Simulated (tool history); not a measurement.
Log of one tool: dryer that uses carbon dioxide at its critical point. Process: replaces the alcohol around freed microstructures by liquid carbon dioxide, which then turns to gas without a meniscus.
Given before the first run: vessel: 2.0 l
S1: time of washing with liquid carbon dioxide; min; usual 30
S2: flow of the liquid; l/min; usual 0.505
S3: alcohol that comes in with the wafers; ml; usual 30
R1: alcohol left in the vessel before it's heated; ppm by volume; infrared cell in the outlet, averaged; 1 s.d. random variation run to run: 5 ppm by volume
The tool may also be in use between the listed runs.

run,day,S1,S2,S3,R1
1,0,30,0.505,30,115
2,0.983,30,0.353,30,309
3,2.092,30,0.505,112,236
4,2.796,30,0.505,112,223
5,3.588,30,0.505,112,242
6,4.583,30,0.505,112,262
7,5.975,30,0.505,50,177
8,6.888,28,0.505,30,172
9,8.088,30,0.505,30,141
10,9.062,30,0.505,90,271
11,10.392,30,0.505,30,169
12,11.733,30,0.505,30,186
13,13.071,30,0.481,27,213
14,14.383,44,0.509,26,144
15,15.158,44,0.509,26,145
16,16.604,30,0.474,47,312
# day 16.767: inlet filter changed
17,17.804,30,0.474,47,232
18,18.729,30,0.474,47,241
19,19.754,23,0.339,41,1140
20,20.896,23,0.339,41,1164
21,21.817,30,0.364,64,633
22,22.733,25,0.5,54,406
23,23.688,25,0.5,54,417
24,24.271,25,0.5,54,411

Results for each run, recomputed without the tool's hidden state and with each run's random variation untouched:
Hidden state present: flow that reaches the vessel past the clogged filter, %; alcohol in the recycled carbon dioxide, ppm; drift of the gauge itself on alcohol_ppm, %.
run,R1
1,49
2,228
3,142
4,126
5,134
6,139
7,64
8,58
9,27
10,106
11,35
12,41
13,53
14,11
15,8
16,89
17,81
18,85
19,923
20,918
21,404
22,192
23,193
24,179
